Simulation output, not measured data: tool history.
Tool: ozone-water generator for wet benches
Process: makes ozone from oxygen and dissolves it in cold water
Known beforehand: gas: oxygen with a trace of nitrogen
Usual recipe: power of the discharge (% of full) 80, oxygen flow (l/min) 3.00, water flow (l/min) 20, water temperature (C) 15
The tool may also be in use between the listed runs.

| run | hour | power of the discharge (% of full) | oxygen flow (l/min) | water flow (l/min) | water temperature (C) | dissolved ozone (ppm) | ozone in the gas ahead of the water (g/m3) |
|---|---|---|---|---|---|---|---|
| 1 | 0.0 | 80 | 3.00 | 20 | 15 | 20.8 | 280.4 |
| 2 | 32.8 | 80 | 3.60 | 20 | 15 | 21.4 | 252.5 |
|  | 41.3 | water thermometer calibrated |
| 3 | 65.1 | 80 | 3.69 | 20 | 15 | 21.5 | 249.9 |
| 4 | 84.8 | 80 | 3.69 | 20 | 13 | 22.1 | 251.7 |
| 5 | 102.1 | 80 | 3.69 | 20 | 13 | 22.1 | 252.7 |
| 6 | 121.2 | 80 | 3.00 | 20 | 18 | 20.4 | 283.6 |
| 7 | 147.9 | 80 | 3.00 | 20 | 18 | 20.5 | 278.4 |
| 8 | 164.5 | 80 | 3.00 | 20 | 18 | 20.3 | 280.2 |
| 9 | 201.6 | 80 | 3.00 | 20 | 18 | 20.2 | 283.8 |
| 10 | 237.4 | 80 | 3.00 | 20 | 18 | 20.1 | 283.8 |
| 11 | 271.0 | 80 | 3.00 | 20 | 15 | 20.9 | 282.5 |
| 12 | 287.9 | 80 | 3.49 | 20 | 15 | 21.3 | 259.0 |
| 13 | 307.2 | 80 | 3.49 | 20 | 15 | 21.4 | 261.2 |
| 14 | 326.5 | 80 | 3.96 | 22 | 15 | 20.0 | 245.8 |
| 15 | 344.4 | 60 | 3.00 | 20 | 13 | 17.1 | 231.2 |
| 16 | 363.4 | 80 | 2.37 | 23 | 15 | 17.1 | 324.7 |
| 17 | 390.5 | 83 | 3.33 | 21 | 14 | 20.7 | 275.0 |
| 18 | 419.8 | 80 | 3.58 | 21 | 15 | 20.4 | 258.2 |
| 19 | 438.6 | 51 | 4.35 | 21 | 19 | 14.4 | 169.2 |
| 20 | 471.8 | 51 | 3.44 | 14 | 19 | 20.3 | 191.9 |
| 21 | 501.8 | 80 | 3.00 | 20 | 18 | 20.3 | 284.8 |
| 22 | 535.7 | 80 | 3.00 | 20 | 18 | 20.1 | 286.0 |
| 23 | 566.0 | 80 | 2.00 | 31 | 23 | 11.2 | 354.9 |
| 24 | 598.6 | 100 | 3.76 | 25 | 11 | 20.8 | 295.6 |
| 25 | 628.7 | 100 | 3.76 | 25 | 11 | 21.2 | 294.4 |
| 26 | 655.1 | 89 | 3.00 | 18 | 11 | 26.0 | 310.4 |

4 ways to go on from here, each from the tool as it stands after run 26. What would each give?
| A | 684.4 | 76 | 3.00 | 13 | 11 | ? | ? |
| B | 684.4 | 73 | 3.10 | 20 | 15 | ? | ? |
| C | 684.4 | 80 | 3.00 | 12 | 15 | ? | ? |
| D | 684.4 | 89 | 3.00 | 20 | 15 | ? | ? |

| run | dissolved ozone (ppm) | ozone in the gas ahead of the water (g/m3) |
|---|---|---|
| A | 31.7 | 276.0 |
| B | 19.6 | 265.5 |
| C | 33.2 | 287.8 |
| D | 22.6 | 307.1 |
Stripped of hidden state, with their random variation kept, the same runs would have yielded:
| run | dissolved ozone (ppm) | ozone in the gas ahead of the water (g/m3) |
|---|---|---|
| A | 31.7 | 270.2 |
| B | 19.6 | 259.9 |
| C | 33.2 | 281.8 |
| D | 22.6 | 300.6 |

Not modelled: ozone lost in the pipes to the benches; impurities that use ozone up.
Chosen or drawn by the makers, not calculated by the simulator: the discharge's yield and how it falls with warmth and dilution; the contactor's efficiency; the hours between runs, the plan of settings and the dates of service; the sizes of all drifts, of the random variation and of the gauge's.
